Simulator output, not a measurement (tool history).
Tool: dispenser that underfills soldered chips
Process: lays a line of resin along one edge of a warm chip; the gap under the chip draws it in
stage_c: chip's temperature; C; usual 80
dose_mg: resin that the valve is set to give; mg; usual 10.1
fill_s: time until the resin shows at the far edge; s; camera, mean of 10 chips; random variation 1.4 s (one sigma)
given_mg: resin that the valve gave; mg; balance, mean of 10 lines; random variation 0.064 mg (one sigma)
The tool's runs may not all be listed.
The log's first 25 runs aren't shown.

run   hour  stage_c  dose_mg  hours of work since the syringe was changed  hours of work since the valve was cleaned  hours of work since the stage was calibrated  fill_s  given_mg
 26  343.6       80      9.6                                            5                                         29                                           412   224.8      9.51
     347.9  -- new syringe of resin
 27  352.3       90      9.0                                            3                                         34                                           417   121.6      8.80
     360.6  -- new syringe of resin
 28  369.5       66     10.7                                            6                                         45                                           427   429.3     10.42
     374.0  -- new syringe of resin
 29  382.1       66     11.3                                            5                                         52                                           435   408.4     11.01
     386.8  -- new syringe of resin
 30  399.0       72      9.9                                            8                                         63                                           445   393.2      9.59
     400.1  -- new syringe of resin
 31  407.3       72      9.9                                            4                                         68                                           450   306.7      9.51
     413.4  -- new syringe of resin
 32  418.4       72     13.0                                            3                                         74                                           457   266.7     12.64
     426.5  -- new syringe of resin
 33  434.3       81     10.1                                            5                                         84                                           466   211.6      9.82
     439.9  -- new syringe of resin
 34  448.0       81     10.1                                            5                                         92                                           474   217.0      9.75
     452.7  -- new syringe of resin
 35  461.6       84     12.3                                            5                                        100                                           483   190.9     11.71

Forecast each of these 3 alternatives for the next run:
     465.9  -- new syringe of resin
  A  477.1       84     12.8                                            7                                        110                                           492       ?         ?
     465.9  -- new syringe of resin
  B  477.1       94     12.3                                            7                                        110                                           492       ?         ?
     465.9  -- new syringe of resin
  C  477.1       88      9.7                                            7                                        110                                           492       ?         ?

run  fill_s  given_mg
  A   212.6     12.24
  B   139.4     11.65
  C   188.8      9.21
Without the tool's hidden state the same runs would have given:
run  fill_s  given_mg
  A   109.7     12.87
  B    72.3     12.26
  C    97.0      9.69
